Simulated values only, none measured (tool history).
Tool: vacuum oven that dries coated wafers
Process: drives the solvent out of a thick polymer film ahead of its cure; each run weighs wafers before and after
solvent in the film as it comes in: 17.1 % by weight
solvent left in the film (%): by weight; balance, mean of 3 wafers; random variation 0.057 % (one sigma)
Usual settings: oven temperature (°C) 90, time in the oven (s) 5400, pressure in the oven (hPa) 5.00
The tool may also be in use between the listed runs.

Run 1, hour 0.0: usual settings. Result: solvent left in the film (%) 2.95.
Run 2, hour 84.2: usual settings. Result: solvent left in the film (%) 2.84.
Run 3, hour 147.7: usual settings. Result: solvent left in the film (%) 3.01.
Run 4, hour 243.1: usual settings. Result: solvent left in the film (%) 3.13.
Run 5, hour 356.6: usual settings. Result: solvent left in the film (%) 3.24.
Run 6, hour 409.0: usual settings but pressure in the oven (hPa) 4.36. Result: solvent left in the film (%) 3.07.
Run 7, hour 522.2: usual settings but pressure in the oven (hPa) 4.36. Result: solvent left in the film (%) 3.26.
Run 8, hour 589.2: usual settings but pressure in the oven (hPa) 4.36. Result: solvent left in the film (%) 3.25.
Run 9, hour 660.5: usual settings. Result: solvent left in the film (%) 3.46.
Run 10, hour 725.9: usual settings but time in the oven (s) 3000, pressure in the oven (hPa) 4.95. Result: solvent left in the film (%) 6.06.
At hour 733.3: oven's thermocouples calibrated.
Run 11, hour 796.5: usual settings but time in the oven (s) 3000, pressure in the oven (hPa) 4.95. Result: solvent left in the film (%) 6.52.
Run 12, hour 889.9: usual settings but time in the oven (s) 3000, pressure in the oven (hPa) 4.95. Result: solvent left in the film (%) 6.47.
At hour 979.1: oven's thermocouples calibrated, once more.
Run 13, hour 997.6: usual settings but time in the oven (s) 3000, pressure in the oven (hPa) 4.95. Result: solvent left in the film (%) 5.79.
Run 14, hour 1070.2: usual settings but time in the oven (s) 3360, pressure in the oven (hPa) 4.95. Result: solvent left in the film (%) 5.13.
Run 15, hour 1122.5: usual settings but time in the oven (s) 3360, pressure in the oven (hPa) 4.95. Result: solvent left in the film (%) 5.50.
Run 16, hour 1222.4: usual settings but time in the oven (s) 3360, pressure in the oven (hPa) 4.95. Result: solvent left in the film (%) 5.38.
Run 17, hour 1347.8: usual settings but oven temperature (°C) 82, time in the oven (s) 4740, pressure in the oven (hPa) 2.73. Result: solvent left in the film (%) 5.85.

Measured less the same run without the tool's hidden state. The same run-to-run variation is in both; the gauge's scatter may not be:
The hidden state here: true wafer temperature over the reading, C; true pressure over the reading, kPa; drift of the gauge itself on solvent_pct, %.
run  solvent left in the film (%)
  1                         +0.17
  2                         +0.24
  3                         +0.30
  4                         +0.37
  5                         +0.45
  6                         +0.49
  7                         +0.58
  8                         +0.64
  9                         +0.70
 10                         +0.76
 11                         +1.12
 12                         +1.18
 13                         +0.49
 14                         +0.55
 15                         +0.61
 16                         +0.66
 17                         +0.98
